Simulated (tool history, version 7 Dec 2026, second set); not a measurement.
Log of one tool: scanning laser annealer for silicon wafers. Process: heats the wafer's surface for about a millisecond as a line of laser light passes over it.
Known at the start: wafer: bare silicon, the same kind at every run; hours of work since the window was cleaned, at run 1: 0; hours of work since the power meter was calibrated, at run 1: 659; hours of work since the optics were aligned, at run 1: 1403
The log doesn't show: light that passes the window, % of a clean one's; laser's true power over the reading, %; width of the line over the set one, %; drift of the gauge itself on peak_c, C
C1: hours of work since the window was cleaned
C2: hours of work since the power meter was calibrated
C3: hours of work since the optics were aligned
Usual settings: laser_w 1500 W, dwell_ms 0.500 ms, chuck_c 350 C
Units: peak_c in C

run 1 hour=0.0 | laser_w=1500 dwell_ms=0.500 chuck_c=350 | C1=0 C2=659 C3=1403 | peak_c=1063
run 2 hour=22.4 | laser_w=1500 dwell_ms=0.500 chuck_c=350 | C1=17 C2=676 C3=1421 | peak_c=1058
run 3 hour=40.5 | laser_w=1476 dwell_ms=0.500 chuck_c=350 | C1=32 C2=690 C3=1435 | peak_c=1054
run 4 hour=54.1 | laser_w=1476 dwell_ms=0.500 chuck_c=350 | C1=42 C2=701 C3=1445 | peak_c=1052
run 5 hour=65.9 | laser_w=1476 dwell_ms=0.500 chuck_c=350 | C1=51 C2=710 C3=1455 | peak_c=1051
run 6 hour=89.2 | laser_w=1500 dwell_ms=0.500 chuck_c=350 | C1=70 C2=729 C3=1473 | peak_c=1063
run 7 hour=111.5 | laser_w=1500 dwell_ms=0.500 chuck_c=350 | C1=87 C2=746 C3=1490 | peak_c=1063
run 8 hour=126.3 | laser_w=1500 dwell_ms=0.393 chuck_c=350 | C1=99 C2=758 C3=1502 | peak_c=976
-- hour=132.5 optics aligned, line set to its width
run 9 hour=143.3 | laser_w=1500 dwell_ms=0.500 chuck_c=350 | C1=108 C2=767 C3=8 | peak_c=1063
run 10 hour=158.5 | laser_w=1460 dwell_ms=0.500 chuck_c=350 | C1=120 C2=779 C3=20 | peak_c=1045
run 11 hour=174.4 | laser_w=1460 dwell_ms=0.500 chuck_c=350 | C1=132 C2=791 C3=33 | peak_c=1042
run 12 hour=185.4 | laser_w=1460 dwell_ms=0.500 chuck_c=350 | C1=141 C2=800 C3=41 | peak_c=1044
run 13 hour=198.5 | laser_w=1543 dwell_ms=0.542 chuck_c=335 | C1=151 C2=810 C3=51 | peak_c=1101
run 14 hour=221.3 | laser_w=1543 dwell_ms=0.542 chuck_c=335 | C1=169 C2=828 C3=69 | peak_c=1103
run 15 hour=241.1 | laser_w=1543 dwell_ms=0.469 chuck_c=310 | C1=184 C2=843 C3=85 | peak_c=1021
run 16 hour=259.7 | laser_w=1297 dwell_ms=0.397 chuck_c=360 | C1=199 C2=858 C3=99 | peak_c=902
run 17 hour=281.4 | laser_w=1319 dwell_ms=0.608 chuck_c=360 | C1=216 C2=875 C3=116 | peak_c=1051

How the hidden state differs across the entries between the runs, from the last listed run before each to the first after it:
Between runs 8 and 9: optics aligned, line set to its width (hour 132.5)
  width of the line over the set one, %: 0.12 -> 0.01
